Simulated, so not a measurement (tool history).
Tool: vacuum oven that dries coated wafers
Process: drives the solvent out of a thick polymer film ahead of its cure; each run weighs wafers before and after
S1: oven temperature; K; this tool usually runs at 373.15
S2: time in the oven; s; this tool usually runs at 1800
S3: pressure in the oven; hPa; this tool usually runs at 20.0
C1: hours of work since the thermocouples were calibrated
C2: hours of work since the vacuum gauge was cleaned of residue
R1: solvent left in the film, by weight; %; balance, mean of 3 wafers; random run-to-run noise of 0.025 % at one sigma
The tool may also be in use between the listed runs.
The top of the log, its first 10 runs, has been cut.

Run 11, day 38.504: usual settings but S3 43.4 hPa; C1 548; C2 1036. Result: R1 3.69 %.
Run 12, day 43.029: usual settings but S1 372.15 K; C1 624; C2 1112. Result: R1 2.90 %.
Run 13, day 47.246: usual settings but S1 372.15 K; C1 694; C2 1183. Result: R1 2.89 %.
At day 49.138: vacuum gauge cleaned of residue and calibrated.
Run 14, day 50.200: usual settings but S1 372.15 K; C1 743; C2 18. Result: R1 2.95 %.
Run 15, day 53.642: usual settings but S1 372.15 K; C1 800; C2 75. Result: R1 2.91 %.
Run 16, day 58.296: usual settings but S1 369.15 K, S2 1200 s, S3 21.2 hPa; C1 878; C2 153. Result: R1 5.84 %.
Run 17, day 60.783: usual settings but S1 369.15 K, S2 1200 s, S3 16.4 hPa; C1 920; C2 195. Result: R1 5.63 %.
Run 18, day 64.717: usual settings but S1 369.15 K, S2 1200 s, S3 16.4 hPa; C1 986; C2 261. Result: R1 5.57 %.
Run 19, day 68.179: usual settings but S1 386.15 K, S3 25.2 hPa; C1 1043; C2 319. Result: R1 0.89 %.
Run 20, day 70.342: usual settings but S2 2460 s; C1 1080; C2 355. Result: R1 1.79 %.
Run 21, day 73.154: usual settings but S2 2460 s; C1 1127; C2 402. Result: R1 1.77 %.
Run 22, day 75.408: usual settings but S1 377.15 K, S2 1560 s, S3 11.6 hPa; C1 1164; C2 439. Result: R1 1.71 %.
Run 23, day 79.179: usual settings but S1 382.15 K, S2 1080 s, S3 10.8 hPa; C1 1227; C2 503. Result: R1 1.72 %.
Run 24, day 81.396: usual settings but S1 382.15 K, S2 1080 s, S3 10.8 hPa; C1 1265; C2 540. Result: R1 1.75 %.
Run 25, day 84.208: usual settings but S1 382.15 K, S2 1080 s, S3 51.2 hPa; C1 1312; C2 587. Result: R1 3.07 %.
Run 26, day 86.629: usual settings but S1 382.15 K, S2 1080 s, S3 51.2 hPa; C1 1352; C2 627. Result: R1 3.12 %.
Run 27, day 89.196: usual settings but S1 382.15 K, S2 1080 s, S3 51.2 hPa; C1 1395; C2 670. Result: R1 3.07 %.
Run 28, day 94.046: usual settings but S1 382.15 K, S2 1080 s, S3 51.2 hPa; C1 1476; C2 751. Result: R1 3.11 %.
At day 95.050: oven's thermocouples calibrated.
Run 29, day 99.050: usual settings but S1 374.15 K, S2 1380 s, S3 35.9 hPa; C1 67; C2 834. Result: R1 3.95 %.
Run 30, day 102.483: usual settings but S1 374.15 K, S2 1620 s, S3 52.2 hPa; C1 124; C2 891. Result: R1 4.21 %.

What if the next run were any one of these 3? Each begins from the tool's condition after run 30:
Run A, day 107.754: usual settings but S1 362.15 K, S2 1920 s, S3 17.4 hPa; C1 213; C2 979. Result: R1 ?.
Run B, day 107.754: usual settings but S2 1560 s, S3 62.0 hPa; C1 213; C2 979. Result: R1 ?.
Run C, day 107.754: usual settings but S1 379.15 K; C1 213; C2 979. Result: R1 ?.

run    R1
  A  6.13
  B  5.03
  C  1.42
Without the tool's unlogged condition, the same runs would have read:
run    R1
  A  6.12
  B  5.02
  C  1.42
